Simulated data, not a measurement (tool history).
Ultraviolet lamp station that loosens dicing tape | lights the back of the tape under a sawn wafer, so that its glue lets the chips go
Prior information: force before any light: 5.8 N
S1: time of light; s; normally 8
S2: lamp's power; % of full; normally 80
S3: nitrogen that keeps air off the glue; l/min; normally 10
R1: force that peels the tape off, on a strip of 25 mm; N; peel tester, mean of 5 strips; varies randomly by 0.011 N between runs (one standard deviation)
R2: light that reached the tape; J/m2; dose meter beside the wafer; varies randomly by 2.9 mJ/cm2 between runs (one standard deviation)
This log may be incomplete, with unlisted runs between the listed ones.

{"run": 1, "day": 0.0, "S1": 8, "S2": 80, "S3": 10, "R1": 0.493, "R2": 4270}
{"run": 2, "day": 0.488, "S1": 8, "S2": 80, "S3": 10, "R1": 0.494, "R2": 4250}
{"run": 3, "day": 1.058, "S1": 8, "S2": 80, "S3": 10, "R1": 0.511, "R2": 4290}
{"run": 4, "day": 1.812, "S1": 6, "S2": 80, "S3": 10, "R1": 0.911, "R2": 3220}
{"run": 5, "day": 2.504, "S1": 7, "S2": 80, "S3": 10, "R1": 0.702, "R2": 3670}
{"run": 6, "day": 2.846, "S1": 8, "S2": 80, "S3": 10, "R1": 0.539, "R2": 4230}
{"run": 7, "day": 3.388, "S1": 8, "S2": 80, "S3": 6, "R1": 0.691, "R2": 4270}
{"run": 8, "day": 3.779, "S1": 4, "S2": 80, "S3": 10, "R1": 1.624, "R2": 2100}
{"run": 9, "day": 4.338, "S1": 8, "S2": 80, "S3": 10, "R1": 0.519, "R2": 4320}
{"run": 10, "day": 5.054, "S1": 8, "S2": 80, "S3": 10, "R1": 0.492, "R2": 4230}
{"run": 11, "day": 5.817, "S1": 8, "S2": 80, "S3": 10, "R1": 0.519, "R2": 4250}
{"run": 12, "day": 6.346, "S1": 8, "S2": 80, "S3": 10, "R1": 0.497, "R2": 4260}
{"run": 13, "day": 7.088, "S1": 8, "S2": 80, "S3": 10, "R1": 0.511, "R2": 4260}
{"run": 14, "day": 7.562, "S1": 8, "S2": 99, "S3": 19, "R1": 0.227, "R2": 5310}

Run 15 has not been measured yet. What should we expect?
{"run": 15, "day": 8.15, "S1": 7, "S2": 99, "S3": 10, "R1": "?", "R2": "?"}

R1: 0.429 N
R2: 4570 J/m2
The same run, on a tool lacking any hidden state, would have yielded R1 0.428 N, R2 4570 J/m2.
